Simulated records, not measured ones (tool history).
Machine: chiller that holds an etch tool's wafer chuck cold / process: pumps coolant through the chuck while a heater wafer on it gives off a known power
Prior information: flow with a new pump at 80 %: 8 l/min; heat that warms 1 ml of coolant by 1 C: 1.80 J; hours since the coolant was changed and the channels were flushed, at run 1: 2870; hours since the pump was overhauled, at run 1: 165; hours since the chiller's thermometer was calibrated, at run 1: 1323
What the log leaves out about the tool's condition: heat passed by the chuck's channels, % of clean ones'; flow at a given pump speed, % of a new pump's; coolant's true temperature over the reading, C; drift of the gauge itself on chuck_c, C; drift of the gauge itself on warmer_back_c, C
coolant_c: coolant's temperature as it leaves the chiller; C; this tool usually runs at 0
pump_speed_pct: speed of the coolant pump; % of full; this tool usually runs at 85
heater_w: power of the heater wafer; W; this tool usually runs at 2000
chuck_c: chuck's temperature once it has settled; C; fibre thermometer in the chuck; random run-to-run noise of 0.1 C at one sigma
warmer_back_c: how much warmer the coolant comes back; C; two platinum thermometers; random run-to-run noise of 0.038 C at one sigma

run     day  coolant_c  pump_speed_pct  heater_w  hours since the coolant was changed and the channels were flushed  hours since the pump was overhauled  hours since the chiller's thermometer was calibrated  chuck_c  warmer_back_c
  1   0.000          0              85      2000                                                               2870                                  165                                                  1323     16.0           7.87
  2   1.358          0              85      2000                                                               2903                                  197                                                  1356     16.1           7.81
  3   2.708          0              85      2000                                                               2935                                  230                                                  1388     16.1           7.83
  4   3.571          0              85      2000                                                               2956                                  250                                                  1409     16.2           7.86
  5   4.688          0              85      2000                                                               2983                                  277                                                  1435     16.1           7.86
  6   6.479         -9              72      1047                                                               3026                                  320                                                  1478      0.7           4.84
  7   7.392         -9              72      1047                                                               3047                                  342                                                  1500      0.7           4.81
  8   8.638         -8              72      1047                                                               3077                                  372                                                  1530      1.6           4.85
  9   9.704         -9              72      1640                                                               3103                                  397                                                  1556      6.0           7.64
 10  10.838          5              61      2094                                                               3130                                  425                                                  1583     26.8          11.53

5 ways to go on from here, each from the tool as it stands after run 10. What would each give?
  A  12.088         -5              77      2000                                                               3160                                  455                                                  1613        ?              ?
  B  12.088        -10              76      2000                                                               3160                                  455                                                  1613        ?              ?
  C  12.088          2              85      1569                                                               3160                                  455                                                  1613        ?              ?
  D  12.088          0              85      2467                                                               3160                                  455                                                  1613        ?              ?
  E  12.088          2              85      2000                                                               3160                                  455                                                  1613        ?              ?

run  chuck_c  warmer_back_c
  A     12.5           8.75
  B      7.5           8.79
  C     14.8           6.18
  D     20.0           9.73
  E     18.1           7.90
With no hidden state in the tool, these same runs would have given:
run  chuck_c  warmer_back_c
  A     11.5           8.68
  B      6.5           8.72
  C     14.0           6.12
  D     18.9           9.65
  E     17.2           7.83
